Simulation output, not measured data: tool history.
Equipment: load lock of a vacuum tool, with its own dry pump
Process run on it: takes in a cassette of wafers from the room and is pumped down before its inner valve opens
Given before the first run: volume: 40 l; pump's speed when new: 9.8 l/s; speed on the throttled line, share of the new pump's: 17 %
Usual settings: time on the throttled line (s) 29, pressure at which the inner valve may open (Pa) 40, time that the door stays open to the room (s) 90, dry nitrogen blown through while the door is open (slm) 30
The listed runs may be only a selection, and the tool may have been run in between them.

run      day  time on the throttled line (s)  pressure at which the inner valve may open (Pa)  time that the door stays open to the room (s)  dry nitrogen blown through while the door is open (slm)  incoming humidity of the room's air, %  time from the closed door until the inner valve may open (s)  rise of the pressure with all valves shut (Pa/min)
  1        0                              29                                               40                                             90                                                       30                                    46.4                                                          58.4                                               0.066
  2   12.917                              29                                               40                                             90                                                       30                                    43.7                                                          58.5                                               0.057
  3   34.412                              29                                               40                                             90                                                       30                                    47.9                                                          58.5                                               0.071
  4   59.312                              29                                               40                                             90                                                       30                                    47.4                                                          59.1                                               0.078
  5   84.696                              29                                               40                                             90                                                       30                                    44.8                                                            60                                               0.078
  6  102.112                              29                                               40                                             90                                                       30                                    46.5                                                          59.8                                               0.082
  7   129.05                              29                                               40                                             90                                                       30                                    41.5                                                          60.5                                               0.078

What will run 8 give?
  8  157.417                              29                                               40                                             27                                                       30                                    46.3                                                             ?                                                   ?

time from the closed door until the inner valve may open (s): 60.1
rise of the pressure with all valves shut (Pa/min): 0.073
Had the tool carried no hidden state, the very same run would have given time from the closed door until the inner valve may open (s) 56.1, rise of the pressure with all valves shut (Pa/min) 0.025.
